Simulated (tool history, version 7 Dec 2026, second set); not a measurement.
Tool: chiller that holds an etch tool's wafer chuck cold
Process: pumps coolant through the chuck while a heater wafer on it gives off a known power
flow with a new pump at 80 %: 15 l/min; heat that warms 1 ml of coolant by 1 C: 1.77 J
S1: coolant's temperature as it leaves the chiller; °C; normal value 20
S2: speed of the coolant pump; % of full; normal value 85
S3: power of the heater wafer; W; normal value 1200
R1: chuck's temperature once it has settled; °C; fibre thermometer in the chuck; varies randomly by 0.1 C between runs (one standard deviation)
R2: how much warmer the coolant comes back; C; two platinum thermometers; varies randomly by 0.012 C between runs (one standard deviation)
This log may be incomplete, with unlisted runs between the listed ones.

run    hour  S1   S2    S3    R1    R2
  1     0.0  20   85  1200  29.7  2.56
  2    48.8  20   85  1200  29.9  2.57
  3    84.9  20   85  1200  29.7  2.55
  4   129.6  20   85  1200  29.5  2.58
  5   186.9  20   85  1200  29.5  2.54
  6   217.3  12   85  1200  21.8  2.57
  7   267.0  20   66  1200  31.6  3.27
  8   310.6  20   85  1266  30.3  2.70
  9   360.3  20   85  1266  30.2  2.68
 10   397.9  16   85  1200  25.7  2.57
 11   429.3  18   85  1200  27.7  2.56
 12   478.3  18   85  1200  27.8  2.56
 13   511.0  18   85  1200  27.6  2.55
 14   559.1  18   85  1200  27.8  2.54
 15   615.1  18   85  1200  27.6  2.56
 16   655.4  20   85  1200  29.8  2.58
 17   708.8  18   69  1200  29.1  3.13
 18   751.7  25   71  1136  35.4  2.87
 19   786.6  19  100  1200  27.7  2.20
 20   829.1  20   85  1200  29.7  2.56
 21   884.8  14   65   723  20.9  1.97
 22   938.1  14   65   723  20.9  2.00
 23   993.9  11   77  1344  22.7  3.14
 24  1043.8  11   77  1344  22.6  3.16
 25  1078.2  18   77   863  25.6  2.05
 26  1113.1  20   85   785  26.4  1.67
 27  1172.7  20   71   785  26.9  1.98
 28  1220.8  20   71   785  27.1  2.00
 29  1263.6  20   98   805  26.0  1.51
 30  1300.2  17   90  1200  26.4  2.43
 31  1336.2  17   90  1200  26.2  2.44
 32  1380.3  17   85  1200  26.7  2.58

Branching from run 32: 3 alternative next runs. What would each branch give?
  A  1424.7  26  86   637   ?   ?
  B  1424.7  10  85  1136   ?   ?
  C  1424.7  13  60  1070   ?   ?

run    R1    R2
  A  31.2  1.34
  B  19.1  2.41
  C  23.9  3.21
Take away the tool's hidden state, keep each run's random variation, and the runs would have read:
run    R1    R2
  A  31.2  1.34
  B  19.0  2.41
  C  23.9  3.21
